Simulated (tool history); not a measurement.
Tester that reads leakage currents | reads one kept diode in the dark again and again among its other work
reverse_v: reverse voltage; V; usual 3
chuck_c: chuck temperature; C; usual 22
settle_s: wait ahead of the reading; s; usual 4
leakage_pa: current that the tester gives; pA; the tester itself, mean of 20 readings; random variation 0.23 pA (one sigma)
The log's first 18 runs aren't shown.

run,hour,reverse_v,chuck_c,settle_s,hours of work since the probe card was cleaned,hours of work since the tester was calibrated,hours of work since the chuck was calibrated,leakage_pa
19,3131.1,3,35,4,638,1896,843,258.88
20,3267.8,3.89,38,2.69,719,1976,924,390.71
21,3433.7,3.89,60,2.69,817,2075,1022,2187.15
22,3545,3.89,60,2.69,883,2140,1088,2174.98
23,3698.9,1.71,55,1.21,974,2231,1179,930.85
24,3898.3,3,27,4.42,1091,2349,1296,136
# hour 3968.1: probe card cleaned and baked
25,4114.5,2.41,34,9.92,87,2475,1422,216.21
# hour 4258.6: chuck's temperature calibrated
26,4274.4,1.11,20,1.03,180,2569,9,33.16
27,4461.7,1.11,20,1.03,291,2679,120,33.72
28,4570.7,18.2,21,1.09,355,2744,185,203.43
29,4776.7,18.2,21,1.09,477,2865,306,208.12
30,5014.6,18.2,21,1.09,617,3006,447,213.98
31,5156.2,1.74,22,9.59,701,3090,531,55.91
32,5280.2,4.66,36,4.57,774,3163,604,346.99
33,5440.4,4.99,48,0.63,869,3258,699,960.6
34,5630.6,4.99,54,0.63,982,3370,811,1544.46
# hour 5673.6: tester calibrated
35,5765.1,4.99,54,0.63,1060,54,889,1591.24
# hour 5875.5: probe card cleaned and baked
36,5953.8,4.99,54,0.63,46,164,999,1605.09
37,6147.3,4.99,54,0.63,161,278,1114,1601.22
38,6395.7,17.93,22,3.68,308,425,1260,244.2

Forecast each of these 3 alternatives for the next run:
A,6532.3,1.05,22,4,388,506,1341,?
B,6532.3,19.62,28,0.63,388,506,1341,?
C,6532.3,1.88,44,0.71,388,506,1341,?

run,leakage_pa
A,44.52
B,446.53
C,420.63
Without the tool's hidden state the same runs would have given:
run,leakage_pa
A,39.73
B,395.92
C,384.17

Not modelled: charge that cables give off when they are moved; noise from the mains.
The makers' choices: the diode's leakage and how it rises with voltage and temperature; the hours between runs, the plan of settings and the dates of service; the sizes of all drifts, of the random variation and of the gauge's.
